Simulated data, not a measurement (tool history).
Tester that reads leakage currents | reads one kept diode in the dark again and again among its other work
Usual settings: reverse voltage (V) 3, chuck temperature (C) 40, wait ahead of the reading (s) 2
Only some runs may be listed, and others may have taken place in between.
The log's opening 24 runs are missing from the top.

run	day	reverse voltage (V)	chuck temperature (C)	wait ahead of the reading (s)	hours of work since the probe card was cleaned	hours of work since the tester was calibrated	hours of work since the chuck was calibrated	current that the tester gives (pA)
25	95.654	17.25	40	0.36	1652	71	563	636.54
26	98.267	1.79	34	0.73	1679	98	590	176.59
27	101.3	3	40	1.43	1709	128	620	322.94
28	105.525	3	22	2	1752	171	663	90.49
# day 108.096: tester calibrated, once more
29	108.288	3.87	48	2	1779	2	690	603.44
30	112.083	3.87	48	2	1818	40	728	604.67
31	115.95	1.52	48	0.36	1857	79	767	430.08
32	121.225	1.52	48	0.36	1910	133	821	430.99
33	126.496	9.14	49	2	1963	186	874	895.25
34	131.167	9.14	49	2	2010	233	921	902.3
35	135.321	12.02	48	0.34	2052	275	963	946.25
36	137.7	8.38	55	8.8	2076	299	987	1274.93
37	142.062	1.6	27	0.35	2120	343	1031	103.49
38	145.133	1.6	27	0.35	2151	374	1062	104.1
39	148.667	1.6	27	1.79	2187	410	1098	103.14

Consider 5 possible next runs. They are alternatives, not a sequence: every one starts from the tool as it was left by run 39. What does each give?
A	153.95	4.65	40	5.52	2240	463	1151	?
B	153.95	1.6	20	8.13	2240	463	1151	?
C	153.95	3	55	0.6	2240	463	1151	?
D	153.95	3	40	0.75	2240	463	1151	?
E	153.95	5.19	45	1.04	2240	463	1151	?

run	current that the tester gives (pA)
A	389.3
B	61.74
C	877.74
D	330.32
E	565.82
Had the tool no hidden state, the same runs would have come out as:
run	current that the tester gives (pA)
A	364.93
B	56.18
C	837.75
D	311.16
E	533.62

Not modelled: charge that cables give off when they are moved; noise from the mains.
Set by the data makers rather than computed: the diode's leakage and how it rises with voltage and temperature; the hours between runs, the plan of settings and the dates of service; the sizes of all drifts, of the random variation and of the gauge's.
